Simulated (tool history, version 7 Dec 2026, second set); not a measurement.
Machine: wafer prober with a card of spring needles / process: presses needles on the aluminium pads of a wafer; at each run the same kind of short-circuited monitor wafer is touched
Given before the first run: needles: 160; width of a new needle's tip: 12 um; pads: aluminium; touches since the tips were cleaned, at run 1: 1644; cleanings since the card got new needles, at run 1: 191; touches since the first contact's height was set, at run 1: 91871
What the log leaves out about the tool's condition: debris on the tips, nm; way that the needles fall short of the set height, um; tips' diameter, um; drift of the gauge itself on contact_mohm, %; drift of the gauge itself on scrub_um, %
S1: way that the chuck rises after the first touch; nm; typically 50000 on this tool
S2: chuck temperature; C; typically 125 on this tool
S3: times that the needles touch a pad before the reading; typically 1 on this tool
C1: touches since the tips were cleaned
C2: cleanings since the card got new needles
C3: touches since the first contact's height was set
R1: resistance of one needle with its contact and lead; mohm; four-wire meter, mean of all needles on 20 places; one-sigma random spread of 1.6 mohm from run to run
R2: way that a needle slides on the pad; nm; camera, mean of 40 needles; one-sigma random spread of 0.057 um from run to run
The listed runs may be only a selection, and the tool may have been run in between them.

run	hour	S1	S2	S3	C1	C2	C3	R1	R2
1	0.0	50000	125	1	1644	191	91871	240	12450
# hour 2.1: tips cleaned on abrasive film
# hour 6.3: tips cleaned on abrasive film
# hour 10.4: tips cleaned on abrasive film
# hour 13.7: height of the first contact set anew
# hour 15.8: tips cleaned on abrasive film
# hour 20.0: tips cleaned on abrasive film
# hour 24.1: tips cleaned on abrasive film
# hour 29.3: tips cleaned on abrasive film
# hour 33.4: tips cleaned on abrasive film
# hour 38.6: tips cleaned on abrasive film
# hour 43.7: tips cleaned on abrasive film
# hour 48.9: tips cleaned on abrasive film
# hour 54.0: tips cleaned on abrasive film
# hour 58.2: tips cleaned on abrasive film
# hour 62.3: tips cleaned on abrasive film
# hour 67.4: tips cleaned on abrasive film
2	69.2	50000	125	1	1203	206	36479	236	12780
# hour 72.4: tips cleaned on abrasive film
# hour 77.5: tips cleaned on abrasive film
# hour 82.7: tips cleaned on abrasive film
# hour 86.8: tips cleaned on abrasive film
# hour 92.0: tips cleaned on abrasive film
# hour 97.1: tips cleaned on abrasive film
# hour 101.2: tips cleaned on abrasive film
# hour 106.4: tips cleaned on abrasive film
# hour 111.5: tips cleaned on abrasive film
# hour 115.7: tips cleaned on abrasive film
# hour 120.8: tips cleaned on abrasive film
# hour 126.0: tips cleaned on abrasive film
# hour 130.1: tips cleaned on abrasive film
# hour 142.1: card fitted with new needles
# hour 147.3: tips cleaned on abrasive film
# hour 151.4: tips cleaned on abrasive film
3	152.3	50000	125	1	578	2	6684	185	12850
# hour 156.4: tips cleaned on abrasive film
# hour 160.6: tips cleaned on abrasive film
# hour 165.7: tips cleaned on abrasive film
# hour 170.9: tips cleaned on abrasive film
# hour 176.0: tips cleaned on abrasive film
# hour 181.2: tips cleaned on abrasive film
# hour 185.3: tips cleaned on abrasive film
# hour 190.4: tips cleaned on abrasive film
# hour 194.6: tips cleaned on abrasive film
# hour 199.7: tips cleaned on abrasive film
# hour 203.9: tips cleaned on abrasive film
# hour 209.0: tips cleaned on abrasive film
# hour 214.2: tips cleaned on abrasive film
# hour 218.3: tips cleaned on abrasive film
# hour 223.5: tips cleaned on abrasive film
4	226.3	33000	125	1	1923	17	55417	285	8290
# hour 228.4: tips cleaned on abrasive film
# hour 232.6: tips cleaned on abrasive film
# hour 236.7: tips cleaned on abrasive film
# hour 241.9: tips cleaned on abrasive film
# hour 246.0: tips cleaned on abrasive film
# hour 251.2: tips cleaned on abrasive film
# hour 255.3: tips cleaned on abrasive film
# hour 260.4: tips cleaned on abrasive film
# hour 264.6: tips cleaned on abrasive film
# hour 268.7: tips cleaned on abrasive film
# hour 273.9: tips cleaned on abrasive film
# hour 278.0: tips cleaned on abrasive film
# hour 283.2: tips cleaned on abrasive film
# hour 287.3: tips cleaned on abrasive film
# hour 292.5: tips cleaned on abrasive film
# hour 295.8: height of the first contact set anew
# hour 296.9: tips cleaned on abrasive film
# hour 302.0: tips cleaned on abrasive film
# hour 307.2: tips cleaned on abrasive film
# hour 311.3: tips cleaned on abrasive film
# hour 316.2: tips cleaned on abrasive film
5	316.2	33000	125	1	0	37	13408	189	8500
# hour 320.4: tips cleaned on abrasive film
# hour 325.5: tips cleaned on abrasive film
# hour 329.7: tips cleaned on abrasive film
# hour 333.8: tips cleaned on abrasive film
# hour 339.0: tips cleaned on abrasive film
# hour 343.1: tips cleaned on abrasive film
# hour 348.3: tips cleaned on abrasive film
# hour 352.4: tips cleaned on abrasive film
# hour 356.5: tips cleaned on abrasive film
# hour 361.7: tips cleaned on abrasive film
# hour 365.8: tips cleaned on abrasive film
6	367.8	33000	125	1	1341	48	47312	281	8280

The next listed run, before its measurement:
# hour 371.0: tips cleaned on abrasive film
# hour 375.1: tips cleaned on abrasive film
# hour 380.2: tips cleaned on abrasive film
# hour 384.4: tips cleaned on abrasive film
# hour 388.5: tips cleaned on abrasive film
# hour 393.7: tips cleaned on abrasive film
# hour 397.8: tips cleaned on abrasive film
# hour 402.0: tips cleaned on abrasive film
# hour 407.1: tips cleaned on abrasive film
# hour 412.2: tips cleaned on abrasive film
# hour 417.4: tips cleaned on abrasive film
# hour 422.5: tips cleaned on abrasive film
# hour 427.7: tips cleaned on abrasive film
# hour 432.8: tips cleaned on abrasive film
7	434.0	50000	42	1	763	62	90815	?	?

R1: 186 mohm
R2: 12510 nm
The same run, on a tool lacking any hidden state, would have yielded R1 143 mohm, R2 12960 nm.
